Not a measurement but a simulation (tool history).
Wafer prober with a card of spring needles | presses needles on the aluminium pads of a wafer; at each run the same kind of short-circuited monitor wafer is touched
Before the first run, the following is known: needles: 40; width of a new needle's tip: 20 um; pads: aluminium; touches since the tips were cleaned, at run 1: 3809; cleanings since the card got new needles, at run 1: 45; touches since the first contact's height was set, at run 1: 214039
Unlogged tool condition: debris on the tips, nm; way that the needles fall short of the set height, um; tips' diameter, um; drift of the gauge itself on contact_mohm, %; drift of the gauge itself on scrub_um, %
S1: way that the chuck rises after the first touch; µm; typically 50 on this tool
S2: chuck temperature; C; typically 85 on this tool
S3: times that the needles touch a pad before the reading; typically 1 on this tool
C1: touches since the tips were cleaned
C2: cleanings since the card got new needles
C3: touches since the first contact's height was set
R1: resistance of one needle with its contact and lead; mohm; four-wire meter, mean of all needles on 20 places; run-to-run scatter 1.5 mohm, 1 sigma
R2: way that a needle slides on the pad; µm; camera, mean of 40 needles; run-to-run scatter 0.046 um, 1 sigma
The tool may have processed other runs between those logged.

run   hour  S1  S2  S3    C1  C2      C3   R1     R2
  1      0  50  85   1  3809  45  214039  199   9.82
       2.9  -- tips cleaned on abrasive film
      15.6  -- tips cleaned on abrasive film
      27.5  -- tips cleaned on abrasive film
  2   28.6  50  85   1   372  48  224196  156   9.76
      39.5  -- tips cleaned on abrasive film
  3   46.5  60  85   1  2515  49  230606  172  11.97
      52.8  -- tips cleaned on abrasive film
      55.6  -- height of the first contact set anew
      65.3  -- tips cleaned on abrasive film
        77  -- tips cleaned on abrasive film
  4     77  60  85   1     0  52    7620  142  12.46
      90.1  -- tips cleaned on abrasive film
     103.4  -- tips cleaned on abrasive film
  5    109  32  85   1  2029  54   19055  235   6.64
       115  -- tips cleaned on abrasive film
     126.8  -- tips cleaned on abrasive film
  6  137.5  50  85   3  3846  56   29225  161   10.3
     139.4  -- tips cleaned on abrasive film
     151.1  -- tips cleaned on abrasive film
  7  151.1  53  85   1     0  58   34036  147  10.96
     163.3  -- tips cleaned on abrasive film
  8  167.8  50  85   1  1627  59   40002  174  10.28
     175.6  -- tips cleaned on abrasive film
  9  185.2  50  85   1  3449  60   46207  192  10.27
     188.1  -- tips cleaned on abrasive film
     201.5  -- tips cleaned on abrasive film
 10  201.5  35  85   3     0  62   51995  159   7.16
       213  -- tips cleaned on abrasive film
 11  221.1  35  85   3  2902  63   58988  188   7.14

Run 12 has not been measured yet. What should we expect?
     224.9  -- tips cleaned on abrasive film
     236.4  -- tips cleaned on abrasive film
 12  236.4  39  122   3   0  65  64443   ?   ?

{"run 12": {"R1": 163, "R2": 8}}
If the tool had no hidden condition, the same run with the same run-to-run variation would have returned R1 159 mohm, R2 8.18 µm.
